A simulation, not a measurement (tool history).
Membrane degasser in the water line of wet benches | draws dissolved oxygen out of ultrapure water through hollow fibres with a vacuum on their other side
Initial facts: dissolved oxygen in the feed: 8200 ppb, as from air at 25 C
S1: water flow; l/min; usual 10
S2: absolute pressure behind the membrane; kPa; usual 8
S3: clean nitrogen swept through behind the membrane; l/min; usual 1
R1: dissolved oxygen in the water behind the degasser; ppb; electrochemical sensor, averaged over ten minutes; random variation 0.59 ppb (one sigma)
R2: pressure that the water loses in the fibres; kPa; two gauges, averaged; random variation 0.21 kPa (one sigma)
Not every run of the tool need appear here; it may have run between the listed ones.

run,day,S1,S2,S3,R1,R2
1,0,10,8,1,125.6,51.95
2,2.925,7,8,1,91.8,36.6
3,6.529,7,8,1,91.5,36.19
4,8.654,7,8,1,92.5,36.35
5,12.646,7,8,1,93.5,36.57
6,15.612,7,8,1,92.7,36.16
7,19.383,7,8,1,92.3,36.65
8,21.946,12,8,1,149.8,62.92
9,26.362,12,17.19,1,405.7,62.55
10,29.583,10,8,1,126.3,52.17
11,32.962,12,11.21,0.72,319.5,62.5
12,36.238,12,13.97,1.09,296.6,62.66
# day 36.462: vacuum gauge calibrated
13,39.929,7,8,0.52,167.8,36.7
14,41.875,7,15.54,0.52,411.5,36.53
15,44.633,7,15.54,0.52,412.1,36.41
16,46.708,7,15.54,0.52,410.8,36.53
17,50.258,12,14.1,2.63,136.2,62.59
18,53.342,7,17.55,1,270.9,36.48
19,56.596,7,18.78,2.52,124.6,36.74
# day 59.092: vacuum gauge calibrated, once more
20,61.133,7,10.29,2.52,56.5,36.63

Alternative continuations, all from the tool just after run 20; predict every row:
# day 62.904: seals of the vacuum lines changed
A,63.471,13,6.17,2.52,?,?
# day 62.904: seals of the vacuum lines changed
B,63.471,9,13.59,1.24,?,?
# day 62.904: seals of the vacuum lines changed
C,63.471,10,5.16,0.88,?,?

run,R1,R2
A,43.3,68.19
B,178.8,46.94
C,53.8,52.59
With no hidden state in the tool, these same runs would have given:
run,R1,R2
A,42.4,65.92
B,179.4,45.38
C,54.3,50.84
